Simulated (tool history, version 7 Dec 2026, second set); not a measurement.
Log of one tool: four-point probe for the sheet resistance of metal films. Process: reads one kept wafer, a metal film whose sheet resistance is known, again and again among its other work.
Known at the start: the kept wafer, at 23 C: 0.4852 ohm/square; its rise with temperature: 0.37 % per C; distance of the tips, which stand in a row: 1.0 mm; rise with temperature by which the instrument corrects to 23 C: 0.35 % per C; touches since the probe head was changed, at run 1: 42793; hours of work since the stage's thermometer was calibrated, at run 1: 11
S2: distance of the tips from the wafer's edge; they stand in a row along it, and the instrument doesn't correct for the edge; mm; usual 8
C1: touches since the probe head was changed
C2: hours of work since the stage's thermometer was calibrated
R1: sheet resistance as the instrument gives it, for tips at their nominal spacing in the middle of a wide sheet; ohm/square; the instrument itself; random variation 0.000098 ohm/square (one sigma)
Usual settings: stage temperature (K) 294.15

Run 1, day 0: usual settings; C1 42793; C2 11. Result: R1 0.488774 ohm/square.
Run 2, day 0.404: usual settings; C1 43153; C2 16. Result: R1 0.488848 ohm/square.
Run 3, day 0.854: usual settings; C1 43558; C2 22. Result: R1 0.48875 ohm/square.
Run 4, day 1.225: usual settings; C1 43890; C2 26. Result: R1 0.48867 ohm/square.
Run 5, day 1.662: usual settings but stage temperature (K) 302.15; C1 44282; C2 32. Result: R1 0.489776 ohm/square.
Run 6, day 2.079: usual settings; C1 44652; C2 37. Result: R1 0.488786 ohm/square.
Run 7, day 2.558: usual settings but stage temperature (K) 301.15; C1 45080; C2 43. Result: R1 0.489444 ohm/square.
Run 8, day 2.812: usual settings but stage temperature (K) 301.15; C1 45310; C2 46. Result: R1 0.489535 ohm/square.
Run 9, day 3.438: usual settings; C1 45867; C2 53. Result: R1 0.488661 ohm/square.
Run 10, day 3.925: usual settings; C1 46306; C2 59. Result: R1 0.488792 ohm/square.
Run 11, day 4.496: usual settings but S2 4 mm; C1 46816; C2 66. Result: R1 0.500377 ohm/square.
Run 12, day 5.058: usual settings but S2 4 mm; C1 47320; C2 73. Result: R1 0.500389 ohm/square.
At day 5.108: stage's thermometer calibrated.
Run 13, day 5.704: usual settings but S2 4 mm; C1 47876; C2 7. Result: R1 0.500331 ohm/square.
Run 14, day 6.154: usual settings but S2 4 mm; C1 48281; C2 13. Result: R1 0.500306 ohm/square.
Run 15, day 6.679: usual settings but S2 28 mm; C1 48751; C2 19. Result: R1 0.484965 ohm/square.
Run 16, day 7.042: usual settings but S2 28 mm; C1 49073; C2 24. Result: R1 0.484864 ohm/square.
Run 17, day 7.317: usual settings but stage temperature (K) 298.15, S2 28 mm; C1 49320; C2 27. Result: R1 0.485267 ohm/square.
Run 18, day 7.742: usual settings but S2 26 mm; C1 49699; C2 32. Result: R1 0.484746 ohm/square.
At day 7.8: stage's thermometer calibrated, once more.
Run 19, day 8.271: usual settings but S2 21 mm; C1 50155; C2 6. Result: R1 0.485019 ohm/square.
Run 20, day 8.738: usual settings but stage temperature (K) 292.15; C1 50574; C2 12. Result: R1 0.488274 ohm/square.
Run 21, day 9.275: usual settings but stage temperature (K) 292.15; C1 51052; C2 18. Result: R1 0.488143 ohm/square.
Run 22, day 9.554: usual settings but stage temperature (K) 299.15; C1 51302; C2 22. Result: R1 0.489089 ohm/square.
Run 23, day 10.05: usual settings but stage temperature (K) 299.15; C1 51747; C2 28. Result: R1 0.489097 ohm/square.
Run 24, day 10.458: usual settings but stage temperature (K) 298.15, S2 3 mm; C1 52114; C2 33. Result: R1 0.512207 ohm/square.
Run 25, day 10.946: usual settings but stage temperature (K) 298.15, S2 3 mm; C1 52548; C2 39. Result: R1 0.512039 ohm/square.
Run 26, day 11.429: usual settings but stage temperature (K) 298.15, S2 3 mm; C1 52980; C2 45. Result: R1 0.512091 ohm/square.
Run 27, day 11.871: usual settings but stage temperature (K) 298.15, S2 3 mm; C1 53377; C2 50. Result: R1 0.511993 ohm/square.
Run 28, day 12.429: usual settings but stage temperature (K) 299.15, S2 57 mm; C1 53874; C2 57. Result: R1 0.485125 ohm/square.
Run 29, day 12.942: usual settings but stage temperature (K) 305.15, S2 14 mm; C1 54334; C2 63. Result: R1 0.486771 ohm/square.
Run 30, day 13.508: usual settings but stage temperature (K) 293.15, S2 75 mm; C1 54843; C2 70. Result: R1 0.484122 ohm/square.
Run 31, day 14.058: usual settings but stage temperature (K) 293.15, S2 75 mm; C1 55334; C2 77. Result: R1 0.48422 ohm/square.
Run 32, day 14.433: usual settings but S2 9 mm; C1 55670; C2 82. Result: R1 0.487535 ohm/square.
Run 33, day 14.821: usual settings but S2 9 mm; C1 56014; C2 86. Result: R1 0.48742 ohm/square.
Run 34, day 15.171: usual settings but S2 6 mm; C1 56329; C2 91. Result: R1 0.491337 ohm/square.
Run 35, day 15.625: usual settings but S2 6 mm; C1 56735; C2 96. Result: R1 0.491473 ohm/square.
Run 36, day 16.2: usual settings but S2 6 mm; C1 57248; C2 103. Result: R1 0.491237 ohm/square.

Forecast run 37:
Run 37, day 16.596: usual settings but S2 6 mm; C1 57604; C2 108. Result: R1 ?.

{"run 37": {"R1": 0.491313}}
Without the tool's hidden state the same run would have given R1 0.492093 ohm/square.

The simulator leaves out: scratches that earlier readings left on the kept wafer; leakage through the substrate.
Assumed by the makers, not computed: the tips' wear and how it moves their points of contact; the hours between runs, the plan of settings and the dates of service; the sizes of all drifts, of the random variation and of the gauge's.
